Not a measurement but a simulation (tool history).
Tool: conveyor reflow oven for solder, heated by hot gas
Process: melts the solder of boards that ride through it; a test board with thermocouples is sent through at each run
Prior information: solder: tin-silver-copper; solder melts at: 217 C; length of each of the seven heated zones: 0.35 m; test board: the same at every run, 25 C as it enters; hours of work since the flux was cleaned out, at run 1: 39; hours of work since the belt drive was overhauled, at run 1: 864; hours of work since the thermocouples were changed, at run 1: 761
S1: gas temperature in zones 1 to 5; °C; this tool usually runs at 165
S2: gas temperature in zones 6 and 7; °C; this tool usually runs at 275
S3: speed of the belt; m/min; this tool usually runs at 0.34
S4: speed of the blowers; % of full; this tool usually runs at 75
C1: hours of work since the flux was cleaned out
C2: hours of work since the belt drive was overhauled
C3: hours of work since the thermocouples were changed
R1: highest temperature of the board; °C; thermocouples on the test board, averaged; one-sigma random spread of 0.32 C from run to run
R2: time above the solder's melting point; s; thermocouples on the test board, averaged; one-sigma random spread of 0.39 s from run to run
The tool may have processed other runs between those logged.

run	day	S1	S2	S3	S4	C1	C2	C3	R1	R2
1	0	165	275	0.34	75	39	864	761	260.3	97
2	2.317	165	275	0.324	75	71	895	793	262.1	104.4
3	5.029	165	275	0.324	75	108	932	830	262.2	104.2
4	7.846	165	275	0.324	75	146	970	868	262.1	104.3
5	10.796	165	275	0.34	75	186	1010	908	260.8	98.2
6	12.171	165	275	0.34	75	205	1029	927	260.3	97.3
7	13.646	165	275	0.34	75	225	1049	947	261	97.8
# day 16.35: belt drive overhauled, speed set with a stopwatch
8	16.538	165	275	0.329	75	262	3	984	262	102.4
9	19.358	165	275	0.329	75	300	41	1022	261	101.9
# day 19.979: flux residue cleaned out of gas plates and filters
10	21.467	170	275	0.329	75	20	67	1048	262.2	105.9
11	23.875	152	275	0.329	75	53	99	1081	259.9	94.6
12	26.683	152	275	0.329	75	91	137	1119	259.8	94.7
13	29.392	170	273	0.353	75	128	174	1155	258.5	93.6
# day 31.817: thermocouples of zones 6 and 7 changed
14	32.425	170	273	0.33	75	168	214	8	260.3	103.5
15	34.312	170	273	0.33	75	193	240	34	260.2	102.9
16	36.946	170	273	0.33	75	229	276	70	260.4	102.6
17	38.358	165	275	0.324	75	248	295	89	262.2	104.4
18	40.608	179	275	0.274	69	279	325	119	267.1	137.5
# day 42.896: flux residue cleaned out of gas plates and filters
19	43.5	179	270	0.279	60	8	362	156	259.9	129.1
20	44.717	165	270	0.34	75	25	378	172	256.7	93.1

Across each entry between runs, compare the hidden state at the last listed run before it with the hidden state at the first listed run after it:
In the gap between runs 7 and 8: belt drive overhauled, speed set with a stopwatch (day 16.35)
  belt's true speed, % of the reading: 99.93 -> 100.01
In the gap between runs 9 and 10: flux residue cleaned out of gas plates and filters (day 19.979)
  heat that the gas passes to the board, % of a clean oven's: 99.6 -> 100
In the gap between runs 13 and 14: thermocouples of zones 6 and 7 changed (day 31.817)
  heat that the gas passes to the board, % of a clean oven's: 99.9 -> 99.8; belt's true speed, % of the reading: 100 -> 99.99; true gas temperature in zones 6 and 7 over the reading, C: 0.08 -> 0
In the gap between runs 18 and 19: flux residue cleaned out of gas plates and filters (day 42.896)
  heat that the gas passes to the board, % of a clean oven's: 99.7 -> 100; belt's true speed, % of the reading: 99.99 -> 99.98
